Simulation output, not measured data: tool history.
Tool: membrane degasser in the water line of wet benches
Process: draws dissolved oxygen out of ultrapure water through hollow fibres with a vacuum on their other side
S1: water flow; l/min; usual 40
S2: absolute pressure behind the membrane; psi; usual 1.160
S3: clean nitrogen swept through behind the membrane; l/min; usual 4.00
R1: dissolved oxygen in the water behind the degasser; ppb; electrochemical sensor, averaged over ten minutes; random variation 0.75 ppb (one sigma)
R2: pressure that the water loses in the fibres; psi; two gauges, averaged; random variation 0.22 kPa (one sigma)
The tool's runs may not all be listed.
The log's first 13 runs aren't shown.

run 14 hour=2475.6 | S1=35 S2=1.160 S3=4.00 | R1=103.8 R2=6.805
run 15 hour=2624.8 | S1=40 S2=1.041 S3=4.00 | R1=100.0 R2=7.781
run 16 hour=2877.4 | S1=40 S2=1.041 S3=4.00 | R1=101.4 R2=7.820
run 17 hour=3108.9 | S1=40 S2=1.041 S3=4.00 | R1=100.7 R2=7.852
run 18 hour=3357.6 | S1=29 S2=0.759 S3=4.00 | R1=38.5 R2=5.671
run 19 hour=3630.4 | S1=29 S2=0.759 S3=4.00 | R1=38.2 R2=5.685
run 20 hour=3914.8 | S1=29 S2=0.759 S3=4.00 | R1=38.2 R2=5.696
run 21 hour=4166.0 | S1=29 S2=0.759 S3=4.00 | R1=39.8 R2=5.678
run 22 hour=4359.0 | S1=40 S2=1.862 S3=4.00 | R1=232.8 R2=7.874
run 23 hour=4618.8 | S1=40 S2=1.862 S3=4.00 | R1=233.8 R2=7.907
run 24 hour=4787.6 | S1=35 S2=0.722 S3=3.95 | R1=44.9 R2=6.914
run 25 hour=4976.8 | S1=24 S2=1.360 S3=4.00 | R1=92.3 R2=4.730
run 26 hour=5107.7 | S1=24 S2=1.360 S3=4.00 | R1=93.7 R2=4.706
run 27 hour=5246.7 | S1=40 S2=1.038 S3=4.00 | R1=104.6 R2=7.925
run 28 hour=5408.3 | S1=40 S2=1.038 S3=4.00 | R1=103.9 R2=7.883
run 29 hour=5580.8 | S1=40 S2=1.446 S3=8.73 | R1=85.9 R2=7.916
run 30 hour=5860.1 | S1=40 S2=1.446 S3=8.73 | R1=85.5 R2=7.961
run 31 hour=6048.3 | S1=40 S2=0.716 S3=8.73 | R1=28.8 R2=7.955
run 32 hour=6224.8 | S1=55 S2=1.395 S3=2.12 | R1=386.3 R2=10.921

Forecast each of these 4 alternatives for the next run:
run A hour=6421.2 | S1=41 S2=0.908 S3=7.47 | R1=? R2=?
run B hour=6421.2 | S1=40 S2=0.783 S3=4.00 | R1=? R2=?
run C hour=6421.2 | S1=55 S2=2.181 S3=2.12 | R1=? R2=?
run D hour=6421.2 | S1=61 S2=1.385 S3=3.38 | R1=? R2=?

run=A R1=52.3 R2=8.111
run=B R1=65.2 R2=7.945
run=C R1=653.7 R2=10.897
run=D R1=301.1 R2=12.176
Without the tool's hidden state the same runs would have given:
run=A R1=45.7 R2=7.643
run=B R1=56.0 R2=7.487
run=C R1=631.4 R2=10.269
run=D R1=278.8 R2=11.477

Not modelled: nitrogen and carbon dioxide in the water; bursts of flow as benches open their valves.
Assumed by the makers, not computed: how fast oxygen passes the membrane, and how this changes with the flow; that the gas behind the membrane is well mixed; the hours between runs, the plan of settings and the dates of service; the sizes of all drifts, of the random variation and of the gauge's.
